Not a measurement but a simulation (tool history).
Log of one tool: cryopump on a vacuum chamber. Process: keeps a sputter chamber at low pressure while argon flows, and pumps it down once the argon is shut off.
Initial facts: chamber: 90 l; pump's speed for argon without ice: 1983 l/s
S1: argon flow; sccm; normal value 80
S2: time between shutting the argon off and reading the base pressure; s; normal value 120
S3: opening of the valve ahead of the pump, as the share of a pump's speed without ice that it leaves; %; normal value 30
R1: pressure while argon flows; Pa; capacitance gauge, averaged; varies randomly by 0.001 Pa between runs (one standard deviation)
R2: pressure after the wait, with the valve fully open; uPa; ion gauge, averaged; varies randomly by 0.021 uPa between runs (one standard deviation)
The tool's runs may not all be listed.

run,hour,S1,S2,S3,R1,R2
1,0.0,80,120,30,0.2334,0.56
2,13.4,144,120,30,0.4172,0.55
3,39.2,144,120,30,0.4189,0.58
4,54.9,144,120,30,0.4202,0.55
5,81.9,93,120,30,0.2704,0.59
6,106.9,93,120,30,0.2705,0.58
7,126.2,80,120,30,0.2341,0.60
8,142.1,80,120,30,0.2323,0.61
9,169.3,80,37,54,0.1329,1.29
10,192.6,78,218,51,0.1373,0.44
11,208.3,105,78,28,0.3280,0.78
12,231.0,105,78,28,0.3277,0.73
13,259.7,105,78,28,0.3290,0.76
14,288.2,78,78,51,0.1374,0.78
15,308.5,78,78,51,0.1360,0.74
16,324.2,78,78,20,0.3370,0.75

What if the next run were any one of these 5? Each begins from the tool's condition after run 16:
A,342.8,150,25,54,?,?
B,342.8,80,22,42,?,?
C,342.8,57,78,30,?,?
D,342.8,80,239,30,?,?
E,342.8,78,78,17,?,?

run,R1,R2
A,0.2497,1.75
B,0.1698,2.02
C,0.1664,0.75
D,0.2347,0.39
E,0.3977,0.81
With no hidden state in the tool, these same runs would have given:
run,R1,R2
A,0.2363,1.61
B,0.1626,1.88
C,0.1613,0.61
D,0.2275,0.25
E,0.3907,0.67
